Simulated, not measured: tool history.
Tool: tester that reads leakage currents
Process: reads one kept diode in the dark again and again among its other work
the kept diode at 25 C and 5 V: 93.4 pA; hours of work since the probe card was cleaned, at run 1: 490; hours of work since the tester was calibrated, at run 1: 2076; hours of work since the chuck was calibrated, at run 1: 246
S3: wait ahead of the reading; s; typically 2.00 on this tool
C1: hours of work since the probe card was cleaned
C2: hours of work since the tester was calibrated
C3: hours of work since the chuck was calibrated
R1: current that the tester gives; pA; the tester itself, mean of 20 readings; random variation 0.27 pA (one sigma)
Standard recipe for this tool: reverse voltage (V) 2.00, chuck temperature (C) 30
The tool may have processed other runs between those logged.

{"run": 1, "hour": 0.0, "reverse voltage (V)": 2.0, "chuck temperature (C)": 30, "S3": 2.0, "C1": 490, "C2": 2076, "C3": 246, "R1": 89.18}
{"run": 2, "hour": 147.8, "reverse voltage (V)": 2.0, "chuck temperature (C)": 30, "S3": 2.0, "C1": 586, "C2": 2173, "C3": 343, "R1": 89.18}
{"run": 3, "hour": 228.6, "reverse voltage (V)": 2.06, "chuck temperature (C)": 30, "S3": 2.0, "C1": 639, "C2": 2226, "C3": 396, "R1": 90.17}
{"run": 4, "hour": 302.8, "reverse voltage (V)": 2.0, "chuck temperature (C)": 30, "S3": 2.0, "C1": 687, "C2": 2274, "C3": 444, "R1": 88.86}
{"run": 5, "hour": 406.4, "reverse voltage (V)": 2.0, "chuck temperature (C)": 30, "S3": 2.0, "C1": 755, "C2": 2342, "C3": 512, "R1": 88.74}
{"run": 6, "hour": 537.6, "reverse voltage (V)": 2.0, "chuck temperature (C)": 30, "S3": 2.0, "C1": 841, "C2": 2428, "C3": 598, "R1": 88.94}
{"run": 7, "hour": 635.1, "reverse voltage (V)": 2.0, "chuck temperature (C)": 33, "S3": 2.0, "C1": 905, "C2": 2491, "C3": 661, "R1": 115.35}
{"run": 8, "hour": 754.7, "reverse voltage (V)": 2.0, "chuck temperature (C)": 30, "S3": 2.0, "C1": 983, "C2": 2570, "C3": 740, "R1": 88.57}
{"run": 9, "hour": 833.4, "reverse voltage (V)": 2.0, "chuck temperature (C)": 30, "S3": 2.0, "C1": 1034, "C2": 2621, "C3": 791, "R1": 88.76}
{"run": 10, "hour": 985.1, "reverse voltage (V)": 2.0, "chuck temperature (C)": 30, "S3": 2.0, "C1": 1133, "C2": 2720, "C3": 890, "R1": 89.1}
{"run": 11, "hour": 1065.1, "reverse voltage (V)": 2.0, "chuck temperature (C)": 30, "S3": 2.0, "C1": 1186, "C2": 2772, "C3": 943, "R1": 88.41}
{"hour": 1151.7, "done": "probe card cleaned and baked"}
{"run": 12, "hour": 1169.3, "reverse voltage (V)": 2.0, "chuck temperature (C)": 30, "S3": 2.0, "C1": 12, "C2": 2839, "C3": 1009, "R1": 88.41}
{"run": 13, "hour": 1286.8, "reverse voltage (V)": 2.0, "chuck temperature (C)": 38, "S3": 9.33, "C1": 88, "C2": 2915, "C3": 1085, "R1": 177.06}
{"run": 14, "hour": 1362.9, "reverse voltage (V)": 6.78, "chuck temperature (C)": 35, "S3": 2.0, "C1": 138, "C2": 2965, "C3": 1135, "R1": 268.64}
{"run": 15, "hour": 1507.7, "reverse voltage (V)": 8.83, "chuck temperature (C)": 35, "S3": 1.52, "C1": 233, "C2": 3060, "C3": 1230, "R1": 309.11}
{"run": 16, "hour": 1606.8, "reverse voltage (V)": 8.49, "chuck temperature (C)": 22, "S3": 1.52, "C1": 297, "C2": 3125, "C3": 1295, "R1": 96.8}
{"run": 17, "hour": 1674.0, "reverse voltage (V)": 8.49, "chuck temperature (C)": 34, "S3": 1.52, "C1": 341, "C2": 3168, "C3": 1339, "R1": 278.65}
{"run": 18, "hour": 1794.3, "reverse voltage (V)": 8.49, "chuck temperature (C)": 34, "S3": 1.52, "C1": 420, "C2": 3247, "C3": 1417, "R1": 277.78}
{"run": 19, "hour": 1859.8, "reverse voltage (V)": 8.49, "chuck temperature (C)": 29, "S3": 0.68, "C1": 463, "C2": 3290, "C3": 1460, "R1": 183.48}
{"run": 20, "hour": 2002.5, "reverse voltage (V)": 15.77, "chuck temperature (C)": 30, "S3": 1.29, "C1": 556, "C2": 3383, "C3": 1553, "R1": 279.02}

Branching from run 20: 4 alternative next runs. What would each branch give?
{"run": "A", "hour": 2120.7, "reverse voltage (V)": 2.0, "chuck temperature (C)": 30, "S3": 0.42, "C1": 633, "C2": 3460, "C3": 1630, "R1": "?"}
{"run": "B", "hour": 2120.7, "reverse voltage (V)": 1.89, "chuck temperature (C)": 52, "S3": 0.35, "C1": 633, "C2": 3460, "C3": 1630, "R1": "?"}
{"run": "C", "hour": 2120.7, "reverse voltage (V)": 11.84, "chuck temperature (C)": 21, "S3": 0.52, "C1": 633, "C2": 3460, "C3": 1630, "R1": "?"}
{"run": "D", "hour": 2120.7, "reverse voltage (V)": 2.0, "chuck temperature (C)": 57, "S3": 2.0, "C1": 633, "C2": 3460, "C3": 1630, "R1": "?"}

run=A R1=89.91
run=B R1=530.51
run=C R1=110.12
run=D R1=800.56
What these runs would have given with no unlogged condition in the tool:
run=A R1=90.05
run=B R1=531.42
run=C R1=110.12
run=D R1=801.92
